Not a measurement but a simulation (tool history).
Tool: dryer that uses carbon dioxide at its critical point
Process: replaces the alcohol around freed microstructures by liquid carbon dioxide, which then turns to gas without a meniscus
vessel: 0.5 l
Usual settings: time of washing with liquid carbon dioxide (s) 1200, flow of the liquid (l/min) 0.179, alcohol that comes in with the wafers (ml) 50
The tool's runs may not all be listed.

run	day	time of washing with liquid carbon dioxide (s)	flow of the liquid (l/min)	alcohol that comes in with the wafers (ml)	alcohol left in the vessel before it's heated (ppm by volume)
1	0.000	1200	0.179	50	234
2	0.500	1200	0.179	50	248
3	1.371	1200	0.197	50	174
4	1.750	1200	0.179	50	269
5	2.158	1200	0.179	24	165
6	2.538	1200	0.170	50	347
7	3.092	1200	0.136	50	958
# day 3.638: inlet filter changed
8	3.638	1200	0.179	46	172
9	4.488	1200	0.179	82	253
10	5.242	1200	0.179	50	187
11	5.712	1200	0.179	50	194
12	6.462	1200	0.179	50	196
13	7.254	1200	0.237	50	101
14	7.679	1200	0.179	50	204
15	8.458	1200	0.179	31	169
16	8.850	1200	0.179	50	211
17	9.679	1200	0.179	50	231
18	10.304	1200	0.179	50	231
19	10.883	1200	0.179	50	233
20	11.717	1200	0.179	50	241
21	12.221	1200	0.179	50	246
22	12.725	1200	0.179	50	263
23	13.429	1200	0.179	50	254
24	14.000	1200	0.179	50	266
25	14.783	1380	0.161	59	261

Run 26 comes next. What will it give?
26	15.350	1380	0.161	59	?

alcohol left in the vessel before it's heated (ppm by volume): 282
Without the tool's hidden state the same run would have given alcohol left in the vessel before it's heated (ppm by volume) 98.
